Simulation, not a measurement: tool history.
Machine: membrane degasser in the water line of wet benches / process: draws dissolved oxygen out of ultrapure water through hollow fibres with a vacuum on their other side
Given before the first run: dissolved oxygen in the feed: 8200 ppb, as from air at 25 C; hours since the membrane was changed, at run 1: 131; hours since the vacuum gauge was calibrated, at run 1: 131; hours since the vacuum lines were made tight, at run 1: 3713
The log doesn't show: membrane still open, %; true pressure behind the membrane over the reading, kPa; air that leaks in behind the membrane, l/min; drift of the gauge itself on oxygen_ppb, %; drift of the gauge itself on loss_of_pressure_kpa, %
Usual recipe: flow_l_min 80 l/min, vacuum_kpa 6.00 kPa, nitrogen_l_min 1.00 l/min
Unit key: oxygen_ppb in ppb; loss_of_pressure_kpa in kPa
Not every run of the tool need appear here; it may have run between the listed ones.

run,hour,flow_l_min,vacuum_kpa,nitrogen_l_min,hours since the membrane was changed,hours since the vacuum gauge was calibrated,hours since the vacuum lines were made tight,oxygen_ppb,loss_of_pressure_kpa
1,0.0,80,6.00,1.00,131,131,3713,433.0,61.78
2,81.1,80,6.00,1.00,213,213,3794,436.0,61.80
3,153.4,80,6.00,1.00,285,285,3867,438.9,62.20
4,221.2,80,6.00,1.00,353,353,3935,427.7,61.70
5,294.3,80,6.00,1.00,426,426,4008,430.5,61.89
6,413.1,80,6.00,1.83,545,545,4126,300.7,62.27
7,477.5,55,6.00,1.00,609,609,4191,295.9,42.54
8,609.5,55,6.00,1.00,741,741,4323,288.0,42.85
9,735.0,80,6.00,1.00,866,866,4448,439.1,61.86
10,804.7,92,6.00,1.00,936,936,4518,521.3,71.51
11,938.6,80,6.00,1.73,1070,1070,4652,327.0,62.12
12,1016.4,80,6.00,0.81,1148,1148,4730,501.9,62.39
13,1147.1,107,6.00,0.81,1278,1278,4860,692.2,83.40
14,1272.0,107,6.00,0.81,1403,1403,4985,695.6,83.78
# hour 1328.1: seals of the vacuum lines changed
15,1378.7,55,6.00,1.00,1508,1508,51,306.1,42.64
16,1496.3,55,6.00,1.00,1626,1626,168,310.2,42.99
17,1607.4,55,6.00,1.00,1737,1737,279,304.2,42.79
# hour 1618.4: vacuum gauge calibrated
18,1740.6,75,5.58,0.71,1869,122,412,458.2,59.13
19,1844.8,110,6.00,0.86,1974,226,516,713.0,86.03
20,1923.3,110,6.00,0.86,2052,305,595,715.6,85.75
# hour 1993.1: vacuum gauge calibrated, once more
21,2015.1,110,6.00,0.86,2143,22,686,710.4,85.82
22,2075.9,110,6.00,0.86,2204,83,747,702.4,85.78
23,2202.1,110,6.00,0.86,2331,209,873,702.2,85.82
24,2294.2,110,6.00,0.86,2423,301,965,709.3,86.27
25,2373.0,54,5.34,0.86,2501,380,1044,265.6,42.55
26,2451.9,77,14.87,0.48,2580,459,1123,2039.5,60.24
27,2548.2,109,6.16,2.50,2677,555,1219,456.7,85.62
28,2666.4,109,6.16,2.50,2795,673,1337,469.4,85.74
29,2785.3,109,6.16,2.50,2914,792,1456,486.1,85.62
30,2869.2,67,6.16,1.52,2998,876,1540,305.3,52.63
31,2997.4,67,6.16,1.52,3126,1004,1668,303.0,52.61

Some steps in oxygen_ppb between neighbouring runs. How much of each would the tool show without its hidden state too (settings, what came in, random variation), and how much is left for the hidden state, with any gauge scatter that isn't in both results?
Run 17 -> 18: flow_l_min 55 -> 75, vacuum_kpa 6.00 -> 5.58, nitrogen_l_min 1.00 -> 0.71, vacuum gauge calibrated. oxygen_ppb +154.0 ppb: hidden state +21.6, all else +132.4.
Run 20 -> 21: vacuum gauge calibrated, once more. oxygen_ppb -5.2 ppb: hidden state -19.1, all else +13.9.
Run 24 -> 25: flow_l_min 110 -> 54, vacuum_kpa 6.00 -> 5.34. oxygen_ppb -443.7 ppb: hidden state -13.6, all else -430.1.
Run 25 -> 26: flow_l_min 54 -> 77, vacuum_kpa 5.34 -> 14.87, nitrogen_l_min 0.86 -> 0.48. oxygen_ppb +1773.9 ppb: hidden state +4.4, all else +1769.5.
Run 26 -> 27: flow_l_min 77 -> 109, vacuum_kpa 14.87 -> 6.16, nitrogen_l_min 0.48 -> 2.50. oxygen_ppb -1582.8 ppb: hidden state +1.3, all else -1584.1.

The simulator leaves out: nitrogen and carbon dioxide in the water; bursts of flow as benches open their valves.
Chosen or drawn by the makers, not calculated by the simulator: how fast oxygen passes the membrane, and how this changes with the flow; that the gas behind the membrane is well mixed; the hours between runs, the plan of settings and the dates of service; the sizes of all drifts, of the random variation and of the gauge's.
